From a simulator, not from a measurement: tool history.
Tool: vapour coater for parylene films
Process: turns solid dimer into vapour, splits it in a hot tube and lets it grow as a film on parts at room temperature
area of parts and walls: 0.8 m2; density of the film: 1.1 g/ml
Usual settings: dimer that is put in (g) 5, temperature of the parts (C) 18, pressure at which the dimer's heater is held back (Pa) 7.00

run    day  dimer that is put in (g)  temperature of the parts (C)  pressure at which the dimer's heater is held back (Pa)  thickness of the film (nm)
  1  0.000                         5                            18                                                    7.00                        3380
  2  0.404                         5                            18                                                    7.00                        3400
  3  0.958                         5                            18                                                    7.00                        3350
  4  1.400                         5                            18                                                    7.00                        3380
     1.592  -- trap's valve overhauled
  5  1.858                         5                            18                                                    7.00                        3350
  6  2.179                         5                            18                                                    7.00                        3360
  7  2.433                         5                            20                                                   10.82                        2950
  8  2.783                         5                            20                                                   10.82                        2970
     3.167  -- trap's valve overhauled, once more
  9  3.504                         7                            11                                                    3.64                        6480
 10  4.117                         3                            11                                                    3.64                        2790
 11  4.492                         3                            11                                                    3.64                        2780
 12  5.117                         5                            28                                                    6.33                        2820

Forecast each of these 5 alternatives for the next run:
  A  5.717                         3                            16                                                    9.77                           ?
  B  5.717                         4                            18                                                    7.00                           ?
  C  5.717                         5                            18                                                    2.97                           ?
  D  5.717                         5                            12                                                    3.33                           ?
  E  5.717                         5                            18                                                    9.21                           ?

run  thickness of the film (nm)
  A                        2050
  B                        2760
  C                        4060
  D                        4570
  E                        3330
Without the tool's hidden state the same runs would have given:
run  thickness of the film (nm)
  A                        2060
  B                        2770
  C                        4070
  D                        4580
  E                        3330
